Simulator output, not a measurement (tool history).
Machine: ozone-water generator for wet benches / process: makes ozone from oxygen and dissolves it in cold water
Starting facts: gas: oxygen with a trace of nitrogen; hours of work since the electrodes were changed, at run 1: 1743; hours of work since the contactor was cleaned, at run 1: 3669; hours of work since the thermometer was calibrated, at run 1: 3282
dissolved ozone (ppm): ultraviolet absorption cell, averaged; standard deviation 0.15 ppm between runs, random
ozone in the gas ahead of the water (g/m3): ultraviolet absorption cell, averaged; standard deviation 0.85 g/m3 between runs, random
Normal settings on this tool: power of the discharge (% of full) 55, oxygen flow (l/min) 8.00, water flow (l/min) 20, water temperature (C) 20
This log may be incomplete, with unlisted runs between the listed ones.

run    hour  power of the discharge (% of full)  oxygen flow (l/min)  water flow (l/min)  water temperature (C)  hours of work since the electrodes were changed  hours of work since the contactor was cleaned  hours of work since the thermometer was calibrated  dissolved ozone (ppm)  ozone in the gas ahead of the water (g/m3)
  1     0.0                                  55                 8.00                  20                     20                                             1743                                           3669                                                3282                   17.8                                       134.3
       34.0  -- contactor cleaned
  2    95.3                                  55                12.31                  20                     20                                             1831                                             59                                                3370                   16.0                                       107.9
  3   143.1                                  55                12.31                  20                     20                                             1877                                            105                                                3416                   16.0                                       106.5
  4   232.1                                  55                 8.00                  20                     20                                             1963                                            191                                                3501                   16.8                                       134.2
  5   279.5                                  55                 8.00                  20                     20                                             2008                                            237                                                3547                   17.3                                       132.9
  6   341.4                                  55                 8.00                  20                     12                                             2068                                            296                                                3607                   19.5                                       134.0
  7   398.2                                  55                 8.00                  20                     12                                             2123                                            351                                                3661                   19.4                                       133.1
      421.6  -- contactor cleaned, once more
  8   458.9                                  55                 8.00                  20                     20                                             2177                                             36                                                3716                   18.8                                       133.8
  9   517.7                                  55                 8.00                  20                     20                                             2234                                             93                                                3773                   18.3                                       134.0
 10   603.4                                  55                 8.00                  20                     20                                             2317                                            175                                                3855                   18.3                                       132.2
 11   642.6                                  74                 8.00                  20                     20                                             2354                                            213                                                3893                   22.7                                       162.5
 12   725.5                                  74                 8.00                  20                     20                                             2434                                            293                                                3973                   22.6                                       163.4
 13   767.7                                  74                 8.00                  20                     20                                             2475                                            333                                                4013                   22.4                                       162.2
 14   829.7                                  74                 8.00                  20                     20                                             2535                                            393                                                4073                   22.5                                       163.0
      851.0  -- water thermometer calibrated
 15   917.3                                  55                 8.00                  20                     20                                             2618                                            477                                                  64                   18.4                                       131.0
 16   986.5                                  55                 8.00                  20                     20                                             2685                                            544                                                 131                   18.4                                       132.0
 17  1029.1                                  69                 8.00                  20                     20                                             2726                                            585                                                 172                   21.4                                       155.5
 18  1120.5                                  69                 8.00                  20                     20                                             2814                                            673                                                 260                   21.6                                       152.6
 19  1207.8                                  86                 5.22                  23                     20                                             2898                                            757                                                 344                   22.8                                       222.5
 20  1287.7                                  64                 5.22                  23                     20                                             2975                                            834                                                 421                   18.4                                       182.7
 21  1347.5                                  55                 6.84                  20                     20                                             3033                                            891                                                 478                   18.3                                       141.4
 22  1407.0                                  75                 5.97                  20                     20                                             3090                                            949                                                 536                   22.8                                       188.6
 23  1485.9                                  59                13.22                  16                     20                                             3166                                           1025                                                 612                   19.6                                       106.8
 24  1548.1                                  55                 8.00                  22                     20                                             3226                                           1085                                                 672                   17.1                                       130.9
 25  1596.0                                  55                 9.58                  20                     15                                             3272                                           1131                                                 718                   19.3                                       120.2
 26  1664.9                                  92                 6.64                  20                     20                                             3339                                           1197                                                 784                   26.0                                       203.9
 27  1756.5                                  64                 8.00                  14                     14                                             3427                                           1285                                                 872                   27.1                                       145.1
 28  1809.8                                  64                 8.00                  14                     14                                             3478                                           1337                                                 924                   27.5                                       143.9
 29  1852.7                                  64                 4.66                  24                     16                                             3520                                           1378                                                 965                   18.0                                       189.0
 30  1940.1                                  55                 8.65                  14                     20                                             3604                                           1462                                                1049                   21.7                                       124.4

Run 31 has not been measured yet. What should we expect?
 31  1987.8                                  55                 8.65                  14                     20                                             3650                                           1508                                                1095                      ?                                           ?

{"run 31": {"dissolved ozone (ppm)": 21.6, "ozone in the gas ahead of the water (g/m3)": 124.7}}
Take away the tool's hidden state, keep the run-to-run variation as it was, and the same run would have given dissolved ozone (ppm) 23.6, ozone in the gas ahead of the water (g/m3) 132.9.
